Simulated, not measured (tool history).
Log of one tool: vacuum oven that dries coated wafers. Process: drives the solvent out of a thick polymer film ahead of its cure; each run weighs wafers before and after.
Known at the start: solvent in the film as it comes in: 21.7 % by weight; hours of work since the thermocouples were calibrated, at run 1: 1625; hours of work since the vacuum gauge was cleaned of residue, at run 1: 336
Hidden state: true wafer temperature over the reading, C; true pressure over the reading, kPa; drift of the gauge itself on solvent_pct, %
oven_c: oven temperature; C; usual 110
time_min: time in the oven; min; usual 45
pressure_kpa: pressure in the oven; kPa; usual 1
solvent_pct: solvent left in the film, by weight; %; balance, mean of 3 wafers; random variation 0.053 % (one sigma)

run,day,oven_c,time_min,pressure_kpa,hours of work since the thermocouples were calibrated,hours of work since the vacuum gauge was cleaned of residue,solvent_pct
1,0,110,45,1,1625,336,1.65
2,0.446,110,45,1,1629,341,1.64
3,0.838,110,45,1,1633,345,1.74
4,1.671,110,45,1,1641,353,1.67
5,2.108,110,60,1,1646,357,1.13
6,2.812,110,45,0.67,1653,364,1.56
7,3.392,110,45,0.67,1658,370,1.52
8,3.888,110,45,1,1663,375,1.73
9,4.475,110,45,1,1669,381,1.71
10,4.871,110,45,1,1673,385,1.65
11,5.5,110,45,1,1679,391,1.65
# day 5.658: oven's thermocouples calibrated
12,6.296,110,45,1,6,398,1.7
13,7.079,110,45,1,14,406,1.76
14,7.825,110,45,1,22,413,1.58
15,8.262,110,45,1,26,418,1.67
16,8.846,110,45,1.75,32,424,2.05
17,9.196,110,79,1,35,427,0.81
18,10.042,110,79,1,44,435,0.83
19,10.792,110,79,1,51,443,0.77
20,11.225,110,79,1,55,447,0.73
21,11.996,110,45,1,63,455,1.62
22,12.492,110,45,1,68,460,1.77
23,12.888,110,45,1,72,464,1.7
24,13.717,110,45,1,80,472,1.54
25,14.354,118,45,1,87,478,0.91
26,14.846,110,45,2.7,91,483,2.71
27,15.454,113,23,1.57,98,489,4.44
28,16.233,110,70,1,105,497,0.91
29,16.871,102,52,0.72,112,503,2.27
30,17.425,102,52,0.72,117,509,2.28
31,18.075,102,52,0.72,124,515,2.21
32,18.925,110,45,0.94,132,524,1.66
33,19.579,110,45,0.94,139,530,1.66
34,20.375,110,45,0.94,147,538,1.63
35,21.096,112,74,0.94,154,546,0.76
36,21.708,99,70,1,160,552,2.02
37,22.379,99,70,1,167,558,2.02
38,22.783,109,70,1,171,562,0.87
39,23.358,110,45,1.24,176,568,1.79
40,23.808,110,45,1,181,573,1.66
41,24.412,110,74,0.83,187,579,0.72
42,25.171,100,26,2.48,194,586,7.6
43,25.729,104,45,1,200,592,2.65
44,26.479,104,45,1,207,599,2.64
45,27.2,118,76,3.9,215,606,2.1
46,27.896,118,76,3.9,221,613,1.94
47,28.579,118,76,3.9,228,620,2.09

Forecast each of these 3 alternatives for the next run:
A,29.292,110,45,1.6,235,627,?
B,29.292,120,76,1.24,235,627,?
C,29.292,116,29,1.01,235,627,?

run,solvent_pct
A,2.12
B,0.65
C,2.29
Without the tool's hidden state the same runs would have given:
run,solvent_pct
A,2.11
B,0.65
C,2.29
